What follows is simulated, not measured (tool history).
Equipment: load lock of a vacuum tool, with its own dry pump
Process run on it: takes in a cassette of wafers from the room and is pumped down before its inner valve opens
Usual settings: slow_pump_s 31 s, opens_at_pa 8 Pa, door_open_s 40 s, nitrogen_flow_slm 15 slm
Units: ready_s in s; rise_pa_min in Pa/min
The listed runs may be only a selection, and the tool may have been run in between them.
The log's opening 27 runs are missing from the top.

run	day	slow_pump_s	opens_at_pa	door_open_s	nitrogen_flow_slm	hours that the pump has run since its overhaul	times that the door has closed on its seal	incoming humidity of the room's air, %	ready_s	rise_pa_min
28	290.412	18	6	39	9	19309	8305	45.1	49.9	0.11
29	300.196	31	13	63	12	19543	8827	43.5	56.5	0.131
30	312.004	59	14	63	45	19827	9457	47.1	77.5	0.107
# day 320.812: dry pump taken out, an overhauled one fitted
31	320.871	59	14	63	45	1	9917	47.1	73	0.109
32	334.612	19	8	77	15	331	10649	47.8	43.1	0.149
33	347.4	31	12	40	9	638	11331	43.1	52.4	0.142
34	360.838	16	8	156	15	961	12048	47.2	40.8	0.189
35	366.95	24	8	40	41	1107	12374	41.6	47.2	0.135
36	380.588	31	7	84	15	1435	13101	48.5	53.2	0.189

Each row is a separate what-if for the run after 36, all from the same tool condition, not one after another. Results?
A	386.654	16	14	48	15	1580	13425	45.9	?	?
B	386.654	31	15	34	19	1580	13425	43.9	?	?
C	386.654	19	8	40	15	1580	13425	47.6	?	?
D	386.654	41	8	40	15	1580	13425	47.3	?	?
E	386.654	31	7	210	15	1580	13425	43.9	?	?

run	ready_s	rise_pa_min
A	39	0.176
B	50.6	0.156
C	43.2	0.165
D	61.1	0.176
E	52.6	0.205
Without the tool's hidden state the same runs would have given:
run	ready_s	rise_pa_min
A	38.8	0.061
B	50.4	0.042
C	43	0.054
D	60.9	0.059
E	52.4	0.093
